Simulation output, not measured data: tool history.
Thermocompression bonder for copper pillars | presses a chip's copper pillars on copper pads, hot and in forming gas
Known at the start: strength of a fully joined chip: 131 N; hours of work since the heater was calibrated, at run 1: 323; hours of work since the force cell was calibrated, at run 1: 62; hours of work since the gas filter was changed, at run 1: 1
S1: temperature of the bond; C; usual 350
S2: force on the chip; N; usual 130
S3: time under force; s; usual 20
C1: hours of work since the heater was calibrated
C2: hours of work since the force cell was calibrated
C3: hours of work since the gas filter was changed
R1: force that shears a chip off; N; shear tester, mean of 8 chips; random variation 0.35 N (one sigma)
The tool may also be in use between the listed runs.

run	hour	S1	S2	S3	C1	C2	C3	R1
1	0	350	130	20	323	62	1	74.6
2	9.8	350	130	20	330	69	8	75.3
3	22.5	350	130	20	339	77	16	75.3
4	43.1	350	130	33	352	91	30	87
5	55	350	191	33	360	99	38	111.3
6	70	350	191	33	371	109	48	111.9
7	80.5	350	191	33	378	116	55	111.9
8	93.2	350	191	33	386	125	64	110.8
9	113.3	320	94	33	400	139	77	50.3

The next listed run, before its measurement:
10	128.2	320	94	33	410	149	87	?

Run 10 gave R1 50.3 N.
Without the tool's hidden state the same run would have given R1 50.3 N.

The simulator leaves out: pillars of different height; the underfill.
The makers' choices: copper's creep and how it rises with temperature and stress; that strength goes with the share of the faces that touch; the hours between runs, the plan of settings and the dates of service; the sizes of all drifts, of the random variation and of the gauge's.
